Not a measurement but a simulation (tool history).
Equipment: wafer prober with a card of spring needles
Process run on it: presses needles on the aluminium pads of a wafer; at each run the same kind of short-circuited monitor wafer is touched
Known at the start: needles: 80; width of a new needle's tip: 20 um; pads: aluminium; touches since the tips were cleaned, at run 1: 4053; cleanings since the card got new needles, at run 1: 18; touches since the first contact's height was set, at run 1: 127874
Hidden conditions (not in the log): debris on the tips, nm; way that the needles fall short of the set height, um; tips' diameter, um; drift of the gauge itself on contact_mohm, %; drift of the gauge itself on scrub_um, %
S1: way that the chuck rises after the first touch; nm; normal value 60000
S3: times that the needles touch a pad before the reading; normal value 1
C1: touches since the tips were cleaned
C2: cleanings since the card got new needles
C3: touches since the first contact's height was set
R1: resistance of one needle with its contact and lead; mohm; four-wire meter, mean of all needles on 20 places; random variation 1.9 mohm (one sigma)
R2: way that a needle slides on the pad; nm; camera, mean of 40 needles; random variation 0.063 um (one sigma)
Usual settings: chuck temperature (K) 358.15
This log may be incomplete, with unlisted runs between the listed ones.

run 1 hour=0.0 | S1=60000 chuck_temperature_(K)=358.15 S3=1 | C1=4053 C2=18 C3=127874 | R1=260 R2=11810
-- hour=5.1 tips cleaned on abrasive film
run 2 hour=12.7 | S1=60000 chuck_temperature_(K)=358.15 S3=1 | C1=3333 C2=19 C3=133392 | R1=254 R2=11750
-- hour=19.4 tips cleaned on abrasive film
run 3 hour=20.8 | S1=60000 chuck_temperature_(K)=358.15 S3=1 | C1=599 C2=20 C3=136898 | R1=224 R2=11750
run 4 hour=31.0 | S1=60000 chuck_temperature_(K)=358.15 S3=1 | C1=5087 C2=20 C3=141386 | R1=257 R2=11800
-- hour=33.5 tips cleaned on abrasive film
run 5 hour=45.6 | S1=60000 chuck_temperature_(K)=358.15 S3=1 | C1=5335 C2=21 C3=147746 | R1=265 R2=11870
-- hour=47.8 tips cleaned on abrasive film
run 6 hour=55.4 | S1=60000 chuck_temperature_(K)=358.15 S3=1 | C1=3330 C2=22 C3=151998 | R1=256 R2=11840
-- hour=61.8 tips cleaned on abrasive film
run 7 hour=64.0 | S1=60000 chuck_temperature_(K)=358.15 S3=1 | C1=972 C2=23 C3=155698 | R1=231 R2=11720
run 8 hour=72.2 | S1=60000 chuck_temperature_(K)=394.15 S3=1 | C1=4555 C2=23 C3=159281 | R1=262 R2=11760
-- hour=75.6 tips cleaned on abrasive film
run 9 hour=87.0 | S1=59000 chuck_temperature_(K)=358.15 S3=1 | C1=4990 C2=24 C3=165757 | R1=261 R2=11620
-- hour=90.2 tips cleaned on abrasive film
run 10 hour=96.5 | S1=59000 chuck_temperature_(K)=365.15 S3=1 | C1=2762 C2=25 C3=169865 | R1=253 R2=11450
-- hour=104.7 tips cleaned on abrasive film
run 11 hour=112.1 | S1=59000 chuck_temperature_(K)=365.15 S3=1 | C1=3236 C2=26 C3=176659 | R1=250 R2=11660
-- hour=119.4 tips cleaned on abrasive film
run 12 hour=120.8 | S1=60000 chuck_temperature_(K)=358.15 S3=3 | C1=612 C2=27 C3=180429 | R1=212 R2=11800
run 13 hour=131.7 | S1=60000 chuck_temperature_(K)=308.15 S3=1 | C1=5372 C2=27 C3=185189 | R1=260 R2=11720
-- hour=134.1 tips cleaned on abrasive film
run 14 hour=144.0 | S1=60000 chuck_temperature_(K)=358.15 S3=1 | C1=4347 C2=28 C3=190545 | R1=260 R2=11710
-- hour=148.2 tips cleaned on abrasive film
run 15 hour=155.1 | S1=60000 chuck_temperature_(K)=358.15 S3=1 | C1=3020 C2=29 C3=195368 | R1=242 R2=11730
-- hour=162.1 tips cleaned on abrasive film
run 16 hour=170.4 | S1=60000 chuck_temperature_(K)=358.15 S3=1 | C1=3626 C2=30 C3=202012 | R1=258 R2=11770
-- hour=177.1 tips cleaned on abrasive film
run 17 hour=184.0 | S1=60000 chuck_temperature_(K)=319.15 S3=1 | C1=3024 C2=31 C3=207960 | R1=244 R2=11800
-- hour=191.9 tips cleaned on abrasive film
run 18 hour=194.0 | S1=60000 chuck_temperature_(K)=319.15 S3=1 | C1=953 C2=32 C3=212301 | R1=222 R2=11740
-- hour=206.5 tips cleaned on abrasive film
run 19 hour=207.2 | S1=60000 chuck_temperature_(K)=319.15 S3=1 | C1=326 C2=33 C3=218039 | R1=214 R2=11610
-- hour=221.8 tips cleaned on abrasive film
run 20 hour=222.1 | S1=60000 chuck_temperature_(K)=319.15 S3=1 | C1=159 C2=34 C3=224527 | R1=212 R2=11730
-- hour=229.0 height of the first contact set anew
-- hour=236.1 tips cleaned on abrasive film
run 21 hour=236.1 | S1=60000 chuck_temperature_(K)=319.15 S3=1 | C1=0 C2=35 C3=3055 | R1=206 R2=12030
-- hour=250.3 tips cleaned on abrasive film
run 22 hour=250.3 | S1=60000 chuck_temperature_(K)=319.15 S3=1 | C1=0 C2=36 C3=9255 | R1=207 R2=12130
run 23 hour=258.4 | S1=41000 chuck_temperature_(K)=300.15 S3=1 | C1=3541 C2=36 C3=12796 | R1=293 R2=8210
-- hour=264.8 tips cleaned on abrasive film
run 24 hour=271.1 | S1=60000 chuck_temperature_(K)=307.15 S3=1 | C1=2751 C2=37 C3=18328 | R1=241 R2=11970
run 25 hour=277.7 | S1=73000 chuck_temperature_(K)=358.15 S3=1 | C1=5645 C2=37 C3=21222 | R1=241 R2=14550
-- hour=279.1 tips cleaned on abrasive film
run 26 hour=285.1 | S1=50000 chuck_temperature_(K)=349.15 S3=3 | C1=2622 C2=38 C3=24427 | R1=229 R2=10020
-- hour=293.3 tips cleaned on abrasive film
run 27 hour=299.3 | S1=50000 chuck_temperature_(K)=299.15 S3=1 | C1=2602 C2=39 C3=30587 | R1=257 R2=10020
run 28 hour=306.5 | S1=55000 chuck_temperature_(K)=326.15 S3=1 | C1=5766 C2=39 C3=33751 | R1=269 R2=10970
-- hour=307.4 tips cleaned on abrasive film
-- hour=321.3 tips cleaned on abrasive film
run 29 hour=321.9 | S1=73000 chuck_temperature_(K)=383.15 S3=2 | C1=251 C2=41 C3=40412 | R1=213 R2=14580
run 30 hour=329.8 | S1=41000 chuck_temperature_(K)=319.15 S3=1 | C1=3704 C2=41 C3=43865 | R1=300 R2=8040
-- hour=335.4 tips cleaned on abrasive film
run 31 hour=343.3 | S1=41000 chuck_temperature_(K)=319.15 S3=1 | C1=3450 C2=42 C3=49728 | R1=297 R2=8140
-- hour=349.6 tips cleaned on abrasive film
run 32 hour=353.2 | S1=41000 chuck_temperature_(K)=319.15 S3=1 | C1=1597 C2=43 C3=54051 | R1=266 R2=8110
run 33 hour=361.1 | S1=43000 chuck_temperature_(K)=306.15 S3=2 | C1=5033 C2=43 C3=57487 | R1=258 R2=8550

Hidden condition of the tool, last listed run before each entry between runs versus first listed run after:
Logged between run 1 and run 2: tips cleaned on abrasive film (hour 5.1)
  debris on the tips, nm: 92.4 -> 85.5; way that the needles fall short of the set height, um: 0.98 -> 1.03; tips' diameter, um: 20.34 -> 20.36
  measured value less the no-hidden-state value, R1: +48 -> +45 mohm; R2: -190 -> -210 nm
Logged between run 2 and run 3: tips cleaned on abrasive film (hour 19.4)
  debris on the tips, nm: 85.5 -> 28.3; way that the needles fall short of the set height, um: 1.03 -> 1.1; tips' diameter, um: 20.36 -> 20.38
  measured value less the no-hidden-state value, R1: +45 -> +15 mohm; R2: -210 -> -220 nm
Logged between run 4 and run 5: tips cleaned on abrasive film (hour 33.5)
  debris on the tips, nm: 95.9 -> 101.6; way that the needles fall short of the set height, um: 1.1 -> 1.16; tips' diameter, um: 20.38 -> 20.41
  measured value less the no-hidden-state value, R1: +50 -> +54 mohm; R2: -220 -> -230 nm
Logged between run 5 and run 6: tips cleaned on abrasive film (hour 47.8)
  debris on the tips, nm: 101.6 -> 85.2; way that the needles fall short of the set height, um: 1.16 -> 1.2; tips' diameter, um: 20.41 -> 20.42
  measured value less the no-hidden-state value, R1: +54 -> +45 mohm; R2: -230 -> -240 nm
Logged between run 6 and run 7: tips cleaned on abrasive film (hour 61.8)
  debris on the tips, nm: 85.2 -> 44.6; way that the needles fall short of the set height, um: 1.2 -> 1.24; tips' diameter, um: 20.42 -> 20.43
  measured value less the no-hidden-state value, R1: +45 -> +24 mohm; R2: -240 -> -250 nm
Logged between run 8 and run 9: tips cleaned on abrasive film (hour 75.6)
  debris on the tips, nm: 97.2 -> 97.8; way that the needles fall short of the set height, um: 1.24 -> 1.3; tips' diameter, um: 20.43 -> 20.46
  measured value less the no-hidden-state value, R1: +48 -> +53 mohm; R2: -250 -> -260 nm
Logged between run 9 and run 10: tips cleaned on abrasive film (hour 90.2)
  debris on the tips, nm: 97.8 -> 80; way that the needles fall short of the set height, um: 1.3 -> 1.35; tips' diameter, um: 20.46 -> 20.47
  measured value less the no-hidden-state value, R1: +53 -> +43 mohm; R2: -260 -> -270 nm
Logged between run 10 and run 11: tips cleaned on abrasive film (hour 104.7)
  debris on the tips, nm: 80 -> 82; way that the needles fall short of the set height, um: 1.35 -> 1.4; tips' diameter, um: 20.47 -> 20.49
  measured value less the no-hidden-state value, R1: +43 -> +44 mohm; R2: -270 -> -280 nm
Logged between run 11 and run 12: tips cleaned on abrasive film (hour 119.4)
  debris on the tips, nm: 82 -> 33.4; way that the needles fall short of the set height, um: 1.4 -> 1.44; tips' diameter, um: 20.49 -> 20.5
  measured value less the no-hidden-state value, R1: +44 -> +7 mohm; R2: -280 -> -290 nm
Logged between run 13 and run 14: tips cleaned on abrasive film (hour 134.1)
  debris on the tips, nm: 102.5 -> 96.2; way that the needles fall short of the set height, um: 1.44 -> 1.5; tips' diameter, um: 20.5 -> 20.52
  measured value less the no-hidden-state value, R1: +59 -> +51 mohm; R2: -290 -> -300 nm
Logged between run 14 and run 15: tips cleaned on abrasive film (hour 148.2)
  debris on the tips, nm: 96.2 -> 78.5; way that the needles fall short of the set height, um: 1.5 -> 1.55; tips' diameter, um: 20.52 -> 20.54
  measured value less the no-hidden-state value, R1: +51 -> +41 mohm; R2: -300 -> -310 nm
Logged between run 15 and run 16: tips cleaned on abrasive film (hour 162.1)
  debris on the tips, nm: 78.5 -> 85.4; way that the needles fall short of the set height, um: 1.55 -> 1.6; tips' diameter, um: 20.54 -> 20.56
  measured value less the no-hidden-state value, R1: +41 -> +46 mohm; R2: -310 -> -320 nm
Logged between run 16 and run 17: tips cleaned on abrasive film (hour 177.1)
  debris on the tips, nm: 85.4 -> 80.4; way that the needles fall short of the set height, um: 1.6 -> 1.64; tips' diameter, um: 20.56 -> 20.57
  measured value less the no-hidden-state value, R1: +46 -> +45 mohm; R2: -320 -> -330 nm
Logged between run 17 and run 18: tips cleaned on abrasive film (hour 191.9)
  debris on the tips, nm: 80.4 -> 38.7; way that the needles fall short of the set height, um: 1.64 -> 1.7; tips' diameter, um: 20.57 -> 20.59
  measured value less the no-hidden-state value, R1: +45 -> +22 mohm; R2: -330 -> -330 nm
Logged between run 18 and run 19: tips cleaned on abrasive film (hour 206.5)
  debris on the tips, nm: 38.7 -> 26; way that the needles fall short of the set height, um: 1.7 -> 1.75; tips' diameter, um: 20.59 -> 20.61
  measured value less the no-hidden-state value, R1: +22 -> +15 mohm; R2: -330 -> -350 nm
Logged between run 19 and run 20: tips cleaned on abrasive film (hour 221.8)
  debris on the tips, nm: 26 -> 12.1; way that the needles fall short of the set height, um: 1.75 -> 1.79; tips' diameter, um: 20.61 -> 20.63
  measured value less the no-hidden-state value, R1: +15 -> +8 mohm; R2: -350 -> -360 nm
Logged between run 20 and run 21: height of the first contact set anew (hour 229.0); tips cleaned on abrasive film (hour 236.1)
  debris on the tips, nm: 12.1 -> 10.6; way that the needles fall short of the set height, um: 1.79 -> 0.04; tips' diameter, um: 20.63 -> 20.64
  measured value less the no-hidden-state value, R1: +8 -> +6 mohm; R2: -360 -> -10 nm
Logged between run 21 and run 22: tips cleaned on abrasive film (hour 250.3)
  debris on the tips, nm: 10.6 -> 9.8; way that the needles fall short of the set height, um: 0.04 -> 0.08; tips' diameter, um: 20.64 -> 20.65
  measured value less the no-hidden-state value, R1: +6 -> +6 mohm; R2: -10 -> -10 nm
Logged between run 23 and run 24: tips cleaned on abrasive film (hour 264.8)
  debris on the tips, nm: 86.7 -> 81.5; way that the needles fall short of the set height, um: 0.08 -> 0.15; tips' diameter, um: 20.65 -> 20.68
  measured value less the no-hidden-state value, R1: +93 -> +45 mohm; R2: -20 -> -30 nm
Logged between run 25 and run 26: tips cleaned on abrasive film (hour 279.1)
  debris on the tips, nm: 104.5 -> 73.1; way that the needles fall short of the set height, um: 0.15 -> 0.19; tips' diameter, um: 20.68 -> 20.69
  measured value less the no-hidden-state value, R1: +39 -> +19 mohm; R2: -30 -> -30 nm
Logged between run 26 and run 27: tips cleaned on abrasive film (hour 293.3)
  debris on the tips, nm: 73.1 -> 77.9; way that the needles fall short of the set height, um: 0.19 -> 0.25; tips' diameter, um: 20.69 -> 20.71
  measured value less the no-hidden-state value, R1: +19 -> +60 mohm; R2: -30 -> -50 nm
Logged between run 28 and run 29: tips cleaned on abrasive film (hour 307.4); tips cleaned on abrasive film (hour 321.3)
  debris on the tips, nm: 105.1 -> 17.5; way that the needles fall short of the set height, um: 0.25 -> 0.38; tips' diameter, um: 20.71 -> 20.76
  measured value less the no-hidden-state value, R1: +67 -> +4 mohm; R2: -50 -> -70 nm
Logged between run 30 and run 31: tips cleaned on abrasive film (hour 335.4)
  debris on the tips, nm: 87 -> 84.3; way that the needles fall short of the set height, um: 0.38 -> 0.42; tips' diameter, um: 20.76 -> 20.77
  measured value less the no-hidden-state value, R1: +94 -> +91 mohm; R2: -70 -> -90 nm
Logged between run 31 and run 32: tips cleaned on abrasive film (hour 349.6)
  debris on the tips, nm: 84.3 -> 54.6; way that the needles fall short of the set height, um: 0.42 -> 0.47; tips' diameter, um: 20.77 -> 20.79
  measured value less the no-hidden-state value, R1: +91 -> +60 mohm; R2: -90 -> -100 nm

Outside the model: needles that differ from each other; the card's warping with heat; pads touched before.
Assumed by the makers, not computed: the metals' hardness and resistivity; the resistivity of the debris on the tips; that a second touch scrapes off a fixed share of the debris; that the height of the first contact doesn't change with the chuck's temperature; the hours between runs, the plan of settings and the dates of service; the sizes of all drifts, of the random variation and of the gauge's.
